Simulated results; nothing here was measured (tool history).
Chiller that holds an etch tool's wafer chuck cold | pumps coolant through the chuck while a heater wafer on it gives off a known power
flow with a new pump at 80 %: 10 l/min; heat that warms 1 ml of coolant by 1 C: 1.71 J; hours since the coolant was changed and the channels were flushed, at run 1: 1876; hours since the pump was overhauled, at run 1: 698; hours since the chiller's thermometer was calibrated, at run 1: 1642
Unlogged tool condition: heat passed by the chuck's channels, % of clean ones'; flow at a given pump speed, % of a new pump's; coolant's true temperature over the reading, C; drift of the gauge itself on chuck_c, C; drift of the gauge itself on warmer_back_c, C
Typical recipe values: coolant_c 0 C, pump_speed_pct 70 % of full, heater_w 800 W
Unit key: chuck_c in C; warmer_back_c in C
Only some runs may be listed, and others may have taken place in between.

run	hour	coolant_c	pump_speed_pct	heater_w	hours since the coolant was changed and the channels were flushed	hours since the pump was overhauled	hours since the chiller's thermometer was calibrated	chuck_c	warmer_back_c
1	0	0	70	800	1876	698	1642	10	3.3
2	14.3	0	70	800	1890	712	1656	10.1	3.25
3	33.6	0	70	800	1910	731	1676	9.9	3.25
4	51	0	70	800	1927	749	1693	10	3.27
5	74.6	0	70	800	1951	772	1717	10	3.27
6	94.5	0	70	800	1970	792	1736	9.9	3.28
7	120.1	0	70	823	1996	818	1762	10.1	3.39
8	133.9	0	70	800	2010	831	1776	10	3.31
9	150.8	6	70	800	2027	848	1793	16.3	3.23
10	168.9	6	70	800	2045	866	1811	15.9	3.35
11	184.4	-7	70	800	2060	882	1826	3.1	3.36
12	205.9	0	70	800	2082	903	1848	10	3.34
13	235	7	70	800	2111	933	1877	17.1	3.29
14	256.8	7	70	800	2133	954	1899	17.2	3.26
15	274.5	0	70	800	2150	972	1916	9.9	3.31
16	293.5	0	70	916	2169	991	1936	11.5	3.81
17	306.3	0	82	456	2182	1004	1948	5.2	1.54
18	336	0	82	456	2212	1034	1978	5.1	1.6
19	352.7	-4	63	609	2229	1050	1995	4.7	2.83
20	378.4	-4	63	609	2254	1076	2020	4.6	2.76
21	393.6	-4	63	609	2269	1091	2036	4.5	2.81
22	417.5	0	70	840	2293	1115	2059	10.6	3.48
23	439.8	0	62	800	2316	1137	2082	11.5	3.77
24	466.9	2	78	554	2343	1164	2109	8.8	2.03
25	492.9	-3	78	554	2369	1191	2135	3.5	2.02
26	520.9	-3	78	554	2397	1218	2163	3.4	2.01
27	540.4	-3	78	431	2416	1238	2182	2.2	1.61
28	553.1	-2	78	431	2429	1251	2195	3.1	1.6
29	570.1	-5	89	1112	2446	1268	2212	6.4	3.48
30	595.4	-5	89	1112	2471	1293	2237	6.3	3.49
31	616.6	4	79	646	2493	1314	2259	11.4	2.37

Below, some changes in chuck_c between adjacent runs. For each, the amount present without the hidden state too (settings, incoming material, random variation) and the amount remaining for the hidden state with gauge scatter not shared by both compared results:
Run 10 -> 11: coolant_c 6 -> -7. chuck_c -12.8 C: hidden state +0, all else -12.8.
Run 12 -> 13: coolant_c 0 -> 7. chuck_c +7.1 C: hidden state +0, all else +7.1.
Run 14 -> 15: coolant_c 7 -> 0. chuck_c -7.3 C: hidden state -0.1, all else -7.2.
Run 15 -> 16: heater_w 800 -> 916. chuck_c +1.6 C: hidden state +0.2, all else +1.4.
Run 16 -> 17: pump_speed_pct 70 -> 82, heater_w 916 -> 456. chuck_c -6.3 C: hidden state -0.4, all else -5.9.
Run 28 -> 29: coolant_c -2 -> -5, pump_speed_pct 78 -> 89, heater_w 431 -> 1112. chuck_c +3.3 C: hidden state +0.4, all else +2.9.
